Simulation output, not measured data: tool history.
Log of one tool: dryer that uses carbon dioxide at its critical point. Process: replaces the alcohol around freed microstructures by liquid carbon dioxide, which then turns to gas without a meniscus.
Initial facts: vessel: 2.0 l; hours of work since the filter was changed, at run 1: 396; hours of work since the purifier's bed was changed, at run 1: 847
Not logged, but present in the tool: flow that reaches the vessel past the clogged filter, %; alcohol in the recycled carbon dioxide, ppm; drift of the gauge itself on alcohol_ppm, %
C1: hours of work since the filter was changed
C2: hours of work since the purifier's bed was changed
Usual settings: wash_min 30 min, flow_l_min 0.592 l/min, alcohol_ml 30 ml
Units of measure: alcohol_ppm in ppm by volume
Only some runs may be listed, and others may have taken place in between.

Run 1, hour 0: usual settings; C1 396; C2 847. Result: alcohol_ppm 159 ppm by volume.
Run 2, hour 43.4: usual settings but alcohol_ml 26 ml; C1 423; C2 873. Result: alcohol_ppm 150 ppm by volume.
Run 3, hour 89.5: usual settings but alcohol_ml 26 ml; C1 451; C2 901. Result: alcohol_ppm 160 ppm by volume.
Run 4, hour 130.9: usual settings but flow_l_min 0.44 l/min; C1 476; C2 927. Result: alcohol_ppm 398 ppm by volume.
Run 5, hour 171.3: usual settings but flow_l_min 0.44 l/min; C1 501; C2 951. Result: alcohol_ppm 405 ppm by volume.
Run 6, hour 215.4: usual settings but flow_l_min 0.44 l/min; C1 528; C2 978. Result: alcohol_ppm 418 ppm by volume.
Run 7, hour 237.9: usual settings but wash_min 38 min; C1 541; C2 992. Result: alcohol_ppm 138 ppm by volume.
At hour 251.8: inlet filter changed.
Run 8, hour 273.8: usual settings but flow_l_min 0.786 l/min; C1 13; C2 1013. Result: alcohol_ppm 125 ppm by volume.
Run 9, hour 303.4: usual settings but wash_min 24 min; C1 31; C2 1031. Result: alcohol_ppm 211 ppm by volume.
Run 10, hour 341.8: usual settings but wash_min 21 min; C1 55; C2 1055. Result: alcohol_ppm 313 ppm by volume.
Run 11, hour 372.7: usual settings but flow_l_min 0.397 l/min; C1 74; C2 1074. Result: alcohol_ppm 367 ppm by volume.
Run 12, hour 417.7: usual settings but flow_l_min 0.397 l/min; C1 101; C2 1101. Result: alcohol_ppm 391 ppm by volume.
Run 13, hour 452.4: usual settings but wash_min 37 min, flow_l_min 0.619 l/min, alcohol_ml 54 ml; C1 122; C2 1122. Result: alcohol_ppm 138 ppm by volume.
Run 14, hour 485.8: usual settings but wash_min 36 min, alcohol_ml 24 ml; C1 143; C2 1143. Result: alcohol_ppm 142 ppm by volume.
Run 15, hour 534.7: usual settings but wash_min 43 min, flow_l_min 0.366 l/min, alcohol_ml 22 ml; C1 173; C2 1172. Result: alcohol_ppm 198 ppm by volume.
Run 16, hour 559.5: usual settings but flow_l_min 0.567 l/min, alcohol_ml 22 ml; C1 188; C2 1188. Result: alcohol_ppm 165 ppm by volume.
Run 17, hour 608.9: usual settings but flow_l_min 0.564 l/min, alcohol_ml 22 ml; C1 218; C2 1218. Result: alcohol_ppm 178 ppm by volume.
At hour 635.7: purifier's bed changed.
Run 18, hour 641.4: usual settings but flow_l_min 0.564 l/min, alcohol_ml 22 ml; C1 236; C2 3. Result: alcohol_ppm 51 ppm by volume.
Run 19, hour 687.1: usual settings but flow_l_min 0.564 l/min, alcohol_ml 22 ml; C1 264; C2 31. Result: alcohol_ppm 56 ppm by volume.

Here are 3 independent what-if runs from the current tool condition. What would each one return?
Run A, hour 712.5: usual settings but wash_min 36 min, flow_l_min 0.911 l/min, alcohol_ml 21 ml; C1 279; C2 47. Result: alcohol_ppm ?.
Run B, hour 712.5: usual settings but flow_l_min 0.396 l/min, alcohol_ml 50 ml; C1 279; C2 47. Result: alcohol_ppm ?.
Run C, hour 712.5: usual settings but wash_min 20 min, alcohol_ml 66 ml; C1 279; C2 47. Result: alcohol_ppm ?.

run  alcohol_ppm
  A           24
  B          561
  C          681
With no hidden state in the tool, these same runs would have given:
run  alcohol_ppm
  A           19
  B          392
  C          471

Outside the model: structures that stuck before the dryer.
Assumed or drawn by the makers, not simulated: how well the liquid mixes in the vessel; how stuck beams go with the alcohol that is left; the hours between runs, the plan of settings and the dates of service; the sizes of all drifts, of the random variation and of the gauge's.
